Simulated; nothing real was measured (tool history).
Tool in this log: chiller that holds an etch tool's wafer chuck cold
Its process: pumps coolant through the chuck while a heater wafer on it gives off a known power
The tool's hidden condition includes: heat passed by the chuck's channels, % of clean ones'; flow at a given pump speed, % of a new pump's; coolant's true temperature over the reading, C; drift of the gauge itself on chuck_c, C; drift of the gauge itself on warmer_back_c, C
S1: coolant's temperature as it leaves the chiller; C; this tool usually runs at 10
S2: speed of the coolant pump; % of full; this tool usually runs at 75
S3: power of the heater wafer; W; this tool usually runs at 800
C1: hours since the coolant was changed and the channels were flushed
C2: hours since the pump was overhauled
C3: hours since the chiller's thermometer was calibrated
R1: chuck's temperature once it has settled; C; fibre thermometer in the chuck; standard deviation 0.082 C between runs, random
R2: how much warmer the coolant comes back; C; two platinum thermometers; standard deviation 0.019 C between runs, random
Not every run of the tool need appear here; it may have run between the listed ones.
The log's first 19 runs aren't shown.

| run | hour | S1 | S2 | S3 | C1 | C2 | C3 | R1 | R2 |
|---|---|---|---|---|---|---|---|---|---|
| 20 | 522 | 16 | 76 | 800 | 5020 | 1808 | 2087 | 27.25 | 3.57 |
| 21 | 536.7 | 4 | 78 | 481 | 5035 | 1822 | 2102 | 10.77 | 2.05 |
| 22 | 563.9 | 4 | 78 | 481 | 5062 | 1850 | 2129 | 10.8 | 2.06 |
| 23 | 592.6 | 4 | 78 | 481 | 5091 | 1878 | 2158 | 10.75 | 2.03 |
| 24 | 614.3 | 4 | 78 | 481 | 5112 | 1900 | 2179 | 10.85 | 2.07 |
| 25 | 636.2 | 8 | 75 | 800 | 5134 | 1922 | 2201 | 19.22 | 3.55 |
| 26 | 651 | 8 | 99 | 484 | 5149 | 1937 | 2216 | 14.12 | 1.64 |
| 27 | 667.2 | 6 | 94 | 709 | 5165 | 1953 | 2232 | 14.95 | 2.49 |
| 28 | 689 | 6 | 94 | 709 | 5187 | 1975 | 2254 | 14.94 | 2.51 |
| 29 | 720.2 | 6 | 94 | 709 | 5218 | 2006 | 2285 | 14.74 | 2.49 |
| 30 | 754.6 | 6 | 94 | 709 | 5253 | 2040 | 2320 | 14.9 | 2.48 |
| 31 | 772.3 | 19 | 91 | 685 | 5270 | 2058 | 2337 | 27.77 | 2.51 |

Branching from run 31: 5 alternative next runs. What would each branch give?
| A | 788.5 | 16 | 89 | 525 | 5287 | 2074 | 2354 | ? | ? |
| B | 788.5 | 10 | 69 | 800 | 5287 | 2074 | 2354 | ? | ? |
| C | 788.5 | 19 | 86 | 685 | 5287 | 2074 | 2354 | ? | ? |
| D | 788.5 | 19 | 91 | 408 | 5287 | 2074 | 2354 | ? | ? |
| E | 788.5 | 14 | 77 | 800 | 5287 | 2074 | 2354 | ? | ? |

| run | R1 | R2 |
|---|---|---|
| A | 22.88 | 1.96 |
| B | 21.84 | 3.95 |
| C | 28.02 | 2.64 |
| D | 24.3 | 1.5 |
| E | 25.3 | 3.5 |
Stripped of hidden state, with their random variation kept, the same runs would have yielded:
| run | R1 | R2 |
|---|---|---|
| A | 22.48 | 1.96 |
| B | 21.43 | 3.95 |
| C | 27.62 | 2.64 |
| D | 23.9 | 1.5 |
| E | 24.89 | 3.49 |
